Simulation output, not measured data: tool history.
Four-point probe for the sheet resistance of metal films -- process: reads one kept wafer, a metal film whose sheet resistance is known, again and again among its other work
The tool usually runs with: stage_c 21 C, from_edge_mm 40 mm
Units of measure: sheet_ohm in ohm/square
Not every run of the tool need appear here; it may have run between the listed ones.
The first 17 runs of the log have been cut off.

run,hour,stage_c,from_edge_mm,touches since the probe head was changed,hours of work since the stage's thermometer was calibrated,sheet_ohm
18,316.6,21,40,14363,867,23.616337
19,327.9,21,40,14789,876,23.611836
20,348.6,27,23,15569,892,23.506796
21,364.4,34,44,16164,904,23.338500
22,379.2,23,22,16722,915,23.588969
23,392.6,24,10,17227,925,23.736159
24,414.8,21,69,18066,942,23.591112
25,426.0,28,11,18488,951,23.607285
26,441.2,19,11,19061,962,23.803866
27,459.9,30,21,19764,976,23.464027
28,483.9,30,21,20668,995,23.455073
29,498.5,30,21,21221,1006,23.453579
30,513.0,19,19,21765,1017,23.687474
31,534.0,19,19,22558,1033,23.698840
32,545.5,19,19,22990,1041,23.691899
33,566.9,19,19,23795,1058,23.690192
34,591.8,19,19,24735,1077,23.693114
35,605.5,21,42,25250,1087,23.601283
36,626.8,23,11,26054,1103,23.722183
37,641.1,25,39,26593,1114,23.532404
38,663.1,25,39,27422,1131,23.520550

Consider 4 possible next runs. They are alternatives, not a sequence: every one starts from the tool as it was left by run 38. What does each give?
A,678.2,25,9,27993,1142,?
B,678.2,23,4,27993,1142,?
C,678.2,24,37,27993,1142,?
D,678.2,21,27,27993,1142,?

run,sheet_ohm
A,23.764456
B,24.757254
C,23.548702
D,23.615903
What these runs would have given with no unlogged condition in the tool:
run,sheet_ohm
A,23.764665
B,24.757470
C,23.548908
D,23.616109
